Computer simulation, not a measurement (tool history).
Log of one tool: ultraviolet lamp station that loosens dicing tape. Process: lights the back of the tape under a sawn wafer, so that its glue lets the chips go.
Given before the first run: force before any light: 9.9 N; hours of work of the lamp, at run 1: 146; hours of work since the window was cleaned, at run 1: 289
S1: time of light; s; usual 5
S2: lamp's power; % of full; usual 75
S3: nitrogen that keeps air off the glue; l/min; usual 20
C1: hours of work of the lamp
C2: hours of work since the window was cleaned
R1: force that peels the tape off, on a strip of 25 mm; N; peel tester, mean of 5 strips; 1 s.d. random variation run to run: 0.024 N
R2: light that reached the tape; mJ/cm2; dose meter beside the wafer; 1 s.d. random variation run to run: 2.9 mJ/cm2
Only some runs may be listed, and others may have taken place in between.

{"run": 1, "hour": 0.0, "S1": 5, "S2": 75, "S3": 20, "C1": 146, "C2": 289, "R1": 1.374, "R2": 392}
{"run": 2, "hour": 6.2, "S1": 5, "S2": 75, "S3": 20, "C1": 149, "C2": 292, "R1": 1.344, "R2": 389}
{"run": 3, "hour": 12.6, "S1": 5, "S2": 75, "S3": 20, "C1": 152, "C2": 295, "R1": 1.397, "R2": 387}
{"run": 4, "hour": 20.0, "S1": 5, "S2": 75, "S3": 20, "C1": 155, "C2": 298, "R1": 1.375, "R2": 391}
{"run": 5, "hour": 29.5, "S1": 5, "S2": 75, "S3": 20, "C1": 159, "C2": 302, "R1": 1.349, "R2": 386}
{"run": 6, "hour": 37.4, "S1": 5, "S2": 75, "S3": 20, "C1": 163, "C2": 306, "R1": 1.404, "R2": 390}
{"run": 7, "hour": 48.2, "S1": 5, "S2": 75, "S3": 16, "C1": 167, "C2": 310, "R1": 1.474, "R2": 386}
{"run": 8, "hour": 53.4, "S1": 5, "S2": 75, "S3": 16, "C1": 170, "C2": 313, "R1": 1.514, "R2": 385}
{"run": 9, "hour": 62.7, "S1": 5, "S2": 75, "S3": 16, "C1": 174, "C2": 317, "R1": 1.487, "R2": 387}
{"run": 10, "hour": 69.8, "S1": 5, "S2": 75, "S3": 20, "C1": 177, "C2": 320, "R1": 1.432, "R2": 381}
{"run": 11, "hour": 75.7, "S1": 5, "S2": 75, "S3": 20, "C1": 180, "C2": 323, "R1": 1.379, "R2": 384}
{"run": 12, "hour": 85.0, "S1": 5, "S2": 75, "S3": 20, "C1": 184, "C2": 327, "R1": 1.396, "R2": 380}
{"run": 13, "hour": 93.6, "S1": 5, "S2": 75, "S3": 20, "C1": 188, "C2": 331, "R1": 1.419, "R2": 383}
{"run": 14, "hour": 101.5, "S1": 5, "S2": 75, "S3": 20, "C1": 191, "C2": 334, "R1": 1.391, "R2": 382}
{"run": 15, "hour": 106.6, "S1": 5, "S2": 75, "S3": 20, "C1": 193, "C2": 336, "R1": 1.383, "R2": 387}
{"run": 16, "hour": 113.8, "S1": 2, "S2": 61, "S3": 8, "C1": 197, "C2": 340, "R1": 5.823, "R2": 124}
{"run": 17, "hour": 120.1, "S1": 2, "S2": 61, "S3": 8, "C1": 199, "C2": 342, "R1": 5.743, "R2": 123}
{"hour": 121.6, "done": "window cleaned of glue's vapour"}
{"run": 18, "hour": 125.2, "S1": 4, "S2": 72, "S3": 22, "C1": 201, "C2": 2, "R1": 2.121, "R2": 285}
{"run": 19, "hour": 133.6, "S1": 3, "S2": 92, "S3": 22, "C1": 205, "C2": 5, "R1": 2.334, "R2": 275}
{"run": 20, "hour": 143.8, "S1": 3, "S2": 73, "S3": 36, "C1": 210, "C2": 10, "R1": 2.812, "R2": 218}
{"run": 21, "hour": 150.7, "S1": 3, "S2": 73, "S3": 36, "C1": 213, "C2": 13, "R1": 2.922, "R2": 219}
{"run": 22, "hour": 157.9, "S1": 5, "S2": 86, "S3": 8, "C1": 216, "C2": 16, "R1": 1.667, "R2": 429}
{"run": 23, "hour": 163.5, "S1": 5, "S2": 80, "S3": 11, "C1": 218, "C2": 19, "R1": 1.682, "R2": 398}
{"run": 24, "hour": 172.9, "S1": 5, "S2": 80, "S3": 11, "C1": 223, "C2": 23, "R1": 1.693, "R2": 397}
{"run": 25, "hour": 178.7, "S1": 5, "S2": 80, "S3": 11, "C1": 225, "C2": 25, "R1": 1.657, "R2": 394}

Branching from run 25: 4 alternative next runs. What would each branch give?
{"hour": 183.3, "done": "window cleaned of glue's vapour, once more"}
{"run": "A", "hour": 185.3, "S1": 5, "S2": 97, "S3": 20, "C1": 228, "C2": 1, "R1": "?", "R2": "?"}
{"hour": 183.3, "done": "window cleaned of glue's vapour, once more"}
{"run": "B", "hour": 185.3, "S1": 6, "S2": 60, "S3": 39, "C1": 228, "C2": 1, "R1": "?", "R2": "?"}
{"hour": 183.3, "done": "window cleaned of glue's vapour, once more"}
{"run": "C", "hour": 185.3, "S1": 4, "S2": 64, "S3": 20, "C1": 228, "C2": 1, "R1": "?", "R2": "?"}
{"hour": 183.3, "done": "window cleaned of glue's vapour, once more"}
{"run": "D", "hour": 185.3, "S1": 3, "S2": 75, "S3": 20, "C1": 228, "C2": 1, "R1": "?", "R2": "?"}

run=A R1=0.886 R2=498
run=B R1=1.220 R2=363
run=C R1=2.533 R2=264
run=D R1=2.903 R2=231
With no hidden state in the tool, these same runs would have given:
run=A R1=0.716 R2=553
run=B R1=1.001 R2=403
run=C R1=2.197 R2=293
run=D R1=2.556 R2=256

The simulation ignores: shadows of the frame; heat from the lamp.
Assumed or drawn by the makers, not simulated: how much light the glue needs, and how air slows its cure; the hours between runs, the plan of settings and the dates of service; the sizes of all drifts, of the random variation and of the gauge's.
